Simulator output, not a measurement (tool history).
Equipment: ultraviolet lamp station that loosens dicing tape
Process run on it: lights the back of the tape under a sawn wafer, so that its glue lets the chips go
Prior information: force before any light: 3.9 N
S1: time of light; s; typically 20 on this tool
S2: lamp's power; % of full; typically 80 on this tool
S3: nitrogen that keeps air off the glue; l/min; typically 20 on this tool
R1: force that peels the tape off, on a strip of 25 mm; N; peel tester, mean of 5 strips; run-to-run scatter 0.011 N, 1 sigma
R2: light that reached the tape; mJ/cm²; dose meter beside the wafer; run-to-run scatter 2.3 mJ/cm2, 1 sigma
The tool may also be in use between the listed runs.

run   hour  S1  S2  S3     R1   R2
  1    0.0  20  80  20  0.466  209
  2   14.2  20  80  20  0.487  210
  3   28.9  21  80  20  0.433  218
  4   45.4  21  80  20  0.431  220
  5   57.1  21  80  20  0.426  221
  6   74.8  20  71  20  0.579  185
  7   98.8  19  71  20  0.629  175
     116.9  -- lamp changed
  8  125.2  36  80  20  0.189  374
  9  137.3  20  80   7  0.843  211
 10  147.9  20  80   7  0.816  208
 11  166.3  32  80  20  0.211  335
 12  182.1  32  80  20  0.225  334
 13  200.0  36  80  35  0.157  375
 14  225.2  36  80  35  0.156  377
 15  245.0  37  72  28  0.171  346
 16  269.8  37  72  28  0.169  344
 17  292.7  37  72  28  0.180  344
 18  307.4  11  97  20  0.885  141
 19  328.4  11  97  20  0.879  137
 20  347.9  11  97  20  0.902  139
 21  360.4  20  76  20  0.503  201
 22  386.0  20  70  20  0.589  184
 23  396.8  22  80  20  0.398  229
 24  411.1  32  80  20  0.202  337

Alternative continuations, all from the tool just after run 24; predict every row:
  A  425.5  32  80  35   ?   ?
  B  425.5  19  87  20   ?   ?
  C  425.5  19  92   8   ?   ?

run     R1   R2
  A  0.173  332
  B  0.444  220
  C  0.679  231
Take away the tool's hidden state, keep each run's random variation, and the runs would have read:
run     R1   R2
  A  0.172  333
  B  0.442  221
  C  0.677  231
